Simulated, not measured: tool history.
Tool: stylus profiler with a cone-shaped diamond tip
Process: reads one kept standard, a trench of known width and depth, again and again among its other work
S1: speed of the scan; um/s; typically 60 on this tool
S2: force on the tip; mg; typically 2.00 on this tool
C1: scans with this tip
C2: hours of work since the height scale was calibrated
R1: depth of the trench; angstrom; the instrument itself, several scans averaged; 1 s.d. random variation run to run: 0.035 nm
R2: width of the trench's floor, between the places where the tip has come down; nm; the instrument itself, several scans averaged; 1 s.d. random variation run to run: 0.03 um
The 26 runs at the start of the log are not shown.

| run | hour | S1 | S2 | C1 | C2 | R1 | R2 |
|---|---|---|---|---|---|---|---|
| 27 | 797.9 | 97 | 2.00 | 6203 | 26 | 1008.7 | 27700 |
| 28 | 832.8 | 97 | 2.00 | 6408 | 40 | 1008.9 | 27640 |
|  | 849.6 | height scale calibrated on a step standard, once more |
| 29 | 852.4 | 97 | 2.00 | 6520 | 1 | 1007.0 | 27630 |
| 30 | 880.3 | 234 | 1.76 | 6683 | 13 | 1006.5 | 27320 |
| 31 | 903.8 | 15 | 1.10 | 6820 | 22 | 1005.1 | 27770 |
| 32 | 921.4 | 15 | 1.10 | 6923 | 29 | 1004.8 | 27760 |
| 33 | 961.4 | 142 | 4.58 | 7158 | 46 | 1012.8 | 27600 |
| 34 | 982.7 | 142 | 4.58 | 7283 | 55 | 1011.8 | 27610 |
| 35 | 1007.7 | 142 | 3.28 | 7429 | 65 | 1010.7 | 27550 |
| 36 | 1024.9 | 142 | 3.28 | 7530 | 72 | 1010.1 | 27490 |
| 37 | 1051.3 | 71 | 3.48 | 7685 | 83 | 1010.7 | 27590 |
| 38 | 1086.3 | 71 | 3.48 | 7889 | 97 | 1011.0 | 27580 |
| 39 | 1113.5 | 85 | 1.07 | 8048 | 108 | 1005.9 | 27490 |
| 40 | 1153.0 | 62 | 5.88 | 8280 | 124 | 1014.2 | 27650 |
| 41 | 1186.9 | 25 | 2.44 | 8479 | 138 | 1008.4 | 27660 |
| 42 | 1210.5 | 79 | 1.06 | 8617 | 148 | 1005.6 | 27380 |
|  | 1223.5 | new tip fitted, height scale calibrated |
| 43 | 1243.2 | 79 | 1.06 | 115 | 8 | 1004.4 | 28340 |
| 44 | 1283.0 | 35 | 2.81 | 349 | 24 | 1009.2 | 28520 |
| 45 | 1306.8 | 45 | 2.02 | 488 | 34 | 1007.6 | 28400 |
| 46 | 1342.9 | 125 | 4.09 | 699 | 49 | 1011.9 | 28300 |

Below are 4 alternative next runs, each starting from the tool's condition after run 46. Predict each:
| A | 1366.2 | 19 | 1.68 | 835 | 58 | ? | ? |
| B | 1366.2 | 50 | 2.00 | 835 | 58 | ? | ? |
| C | 1366.2 | 37 | 3.77 | 835 | 58 | ? | ? |
| D | 1366.2 | 60 | 5.56 | 835 | 58 | ? | ? |

| run | R1 | R2 |
|---|---|---|
| A | 1007.1 | 28370 |
| B | 1007.2 | 28340 |
| C | 1011.2 | 28400 |
| D | 1014.8 | 28390 |
Had the tool no hidden state, the same runs would have come out as:
| run | R1 | R2 |
|---|---|---|
| A | 1006.4 | 28520 |
| B | 1006.5 | 28490 |
| C | 1010.5 | 28550 |
| D | 1014.0 | 28540 |

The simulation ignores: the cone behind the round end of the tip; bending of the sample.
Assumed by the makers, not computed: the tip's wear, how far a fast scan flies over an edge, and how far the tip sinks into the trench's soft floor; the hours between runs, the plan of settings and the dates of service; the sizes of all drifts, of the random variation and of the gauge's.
